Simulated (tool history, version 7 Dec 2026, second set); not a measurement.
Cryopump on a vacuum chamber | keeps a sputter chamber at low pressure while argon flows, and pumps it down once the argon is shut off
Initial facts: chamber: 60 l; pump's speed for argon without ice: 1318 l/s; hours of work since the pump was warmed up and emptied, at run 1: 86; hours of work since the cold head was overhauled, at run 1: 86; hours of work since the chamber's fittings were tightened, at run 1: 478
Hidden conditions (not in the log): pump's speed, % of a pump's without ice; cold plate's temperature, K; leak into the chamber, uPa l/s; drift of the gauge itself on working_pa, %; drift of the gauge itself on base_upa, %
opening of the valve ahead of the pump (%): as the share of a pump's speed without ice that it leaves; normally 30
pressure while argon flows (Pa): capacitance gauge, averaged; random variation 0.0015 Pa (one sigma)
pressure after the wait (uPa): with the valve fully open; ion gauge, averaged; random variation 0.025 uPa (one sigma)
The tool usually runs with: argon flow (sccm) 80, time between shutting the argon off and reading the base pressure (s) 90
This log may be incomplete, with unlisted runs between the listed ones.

run,day,argon flow (sccm),time between shutting the argon off and reading the base pressure (s),opening of the valve ahead of the pump (%),hours of work since the pump was warmed up and emptied,hours of work since the cold head was overhauled,hours of work since the chamber's fittings were tightened,pressure while argon flows (Pa),pressure after the wait (uPa)
1,0.000,80,90,30,86,86,478,0.3457,1.23
2,1.042,80,136,30,103,103,495,0.3442,1.01
3,2.021,80,136,30,118,118,511,0.3457,0.98
4,2.504,80,136,30,126,126,518,0.3453,1.00
5,3.338,80,136,30,139,139,531,0.3449,1.00
6,4.017,80,90,30,150,150,542,0.3484,1.24
7,4.608,80,90,30,159,159,552,0.3469,1.29
8,5.500,80,90,31,174,174,566,0.3364,1.29
9,6.142,80,90,31,184,184,576,0.3385,1.29
10,7.183,80,90,31,200,200,593,0.3377,1.25
11,7.700,80,90,31,209,209,601,0.3364,1.30
12,8.646,42,90,30,224,224,616,0.1838,1.30
13,9.604,80,90,30,239,239,631,0.3489,1.29
14,10.062,80,64,30,246,246,638,0.3491,1.65
15,10.717,80,64,30,256,256,649,0.3496,1.64
16,11.183,80,90,30,264,264,656,0.3496,1.33
17,12.079,80,90,30,278,278,670,0.3496,1.33
18,13.092,57,91,30,294,294,686,0.2514,1.32
19,14.175,57,91,30,311,311,704,0.2514,1.35
20,14.638,138,91,23,319,319,711,0.7860,1.35
21,15.704,138,91,23,336,336,728,0.7871,1.39
22,16.333,59,61,25,346,346,738,0.3116,1.77
23,17.271,40,67,30,361,361,753,0.1755,1.63
24,18.029,80,176,30,373,373,765,0.3520,1.06
25,18.896,80,176,30,386,386,779,0.3555,1.08
26,19.725,81,48,43,400,400,792,0.2544,2.11
27,20.417,83,29,26,411,411,803,0.4221,3.16
28,20.921,83,111,36,419,419,811,0.3120,1.28
29,21.412,108,90,60,426,426,819,0.2489,1.49
30,21.904,34,62,32,434,434,827,0.1433,1.83
31,22.888,40,32,40,450,450,842,0.1368,2.91
32,23.879,44,135,16,466,466,858,0.3588,1.18
33,24.533,85,135,16,476,476,868,0.7022,1.18

Estimate the outcome of run 34 from the log above:
34,25.554,36,135,45,492,492,885,?,?

{"run 34": {"pressure while argon flows (Pa)": 0.1103, "pressure after the wait (uPa)": 1.27}}
On a tool with no hidden condition, and with the same random variation, this run would have come out at pressure while argon flows (Pa) 0.1032, pressure after the wait (uPa) 0.76.

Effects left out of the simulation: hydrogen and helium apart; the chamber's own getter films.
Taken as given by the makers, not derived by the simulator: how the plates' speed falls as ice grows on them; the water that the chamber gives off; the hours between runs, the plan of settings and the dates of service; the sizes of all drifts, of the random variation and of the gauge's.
